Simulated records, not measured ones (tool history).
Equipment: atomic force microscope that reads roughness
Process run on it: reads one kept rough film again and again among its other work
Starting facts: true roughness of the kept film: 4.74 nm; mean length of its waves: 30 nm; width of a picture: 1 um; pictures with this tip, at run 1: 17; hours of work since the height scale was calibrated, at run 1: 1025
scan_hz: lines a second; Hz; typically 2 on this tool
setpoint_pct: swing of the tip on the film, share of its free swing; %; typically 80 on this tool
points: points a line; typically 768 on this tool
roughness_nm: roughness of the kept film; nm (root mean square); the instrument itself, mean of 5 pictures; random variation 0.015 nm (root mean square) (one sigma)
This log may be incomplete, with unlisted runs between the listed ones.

| run | hour | scan_hz | setpoint_pct | points | pictures with this tip | hours of work since the height scale was calibrated | roughness_nm |
|---|---|---|---|---|---|---|---|
| 1 | 0 | 2 | 80 | 768 | 17 | 1025 | 3.65 |
| 2 | 44.5 | 2 | 80 | 768 | 73 | 1058 | 3.669 |
|  | 63 | new tip fitted |
| 3 | 89.9 | 2 | 80 | 768 | 34 | 1091 | 3.666 |
| 4 | 117.8 | 2 | 80 | 768 | 68 | 1111 | 3.642 |
|  | 139.3 | new tip fitted |
| 5 | 152.8 | 2 | 71 | 768 | 16 | 1136 | 3.859 |
| 6 | 182.5 | 2 | 80 | 768 | 54 | 1158 | 3.654 |
|  | 216.9 | new tip fitted |
| 7 | 228.6 | 2 | 80 | 811 | 14 | 1191 | 3.668 |
| 8 | 250.6 | 2.08 | 77 | 340 | 42 | 1207 | 3.698 |
| 9 | 278.1 | 2.22 | 80 | 768 | 76 | 1228 | 3.63 |
|  | 296.3 | new tip fitted |
| 10 | 311.5 | 2 | 87 | 768 | 19 | 1252 | 3.44 |
| 11 | 337.8 | 2.76 | 80 | 384 | 52 | 1271 | 3.468 |
|  | 374.5 | new tip fitted |
| 12 | 376.4 | 2.29 | 80 | 639 | 2 | 1299 | 3.576 |
| 13 | 422.3 | 2.29 | 80 | 639 | 60 | 1332 | 3.578 |
|  | 451.5 | new tip fitted |
| 14 | 451.5 | 1.81 | 61 | 541 | 0 | 1353 | 4.037 |

Take each entry between the runs: how does the hidden state at the last listed run before it differ from the hidden state at the first listed run after it?
Logged between run 2 and run 3: new tip fitted (hour 63)
  radius of the tip, nm: 5.1 -> 5
Logged between run 4 and run 5: new tip fitted (hour 139.3)
  radius of the tip, nm: 5.1 -> 5
Logged between run 6 and run 7: new tip fitted (hour 216.9)
  the hidden state is the same at both runs
Logged between run 9 and run 10: new tip fitted (hour 296.3)
  radius of the tip, nm: 5.1 -> 5
Logged between run 11 and run 12: new tip fitted (hour 374.5)
  the hidden state is the same at both runs
Logged between run 13 and run 14: new tip fitted (hour 451.5)
  the hidden state is the same at both runs
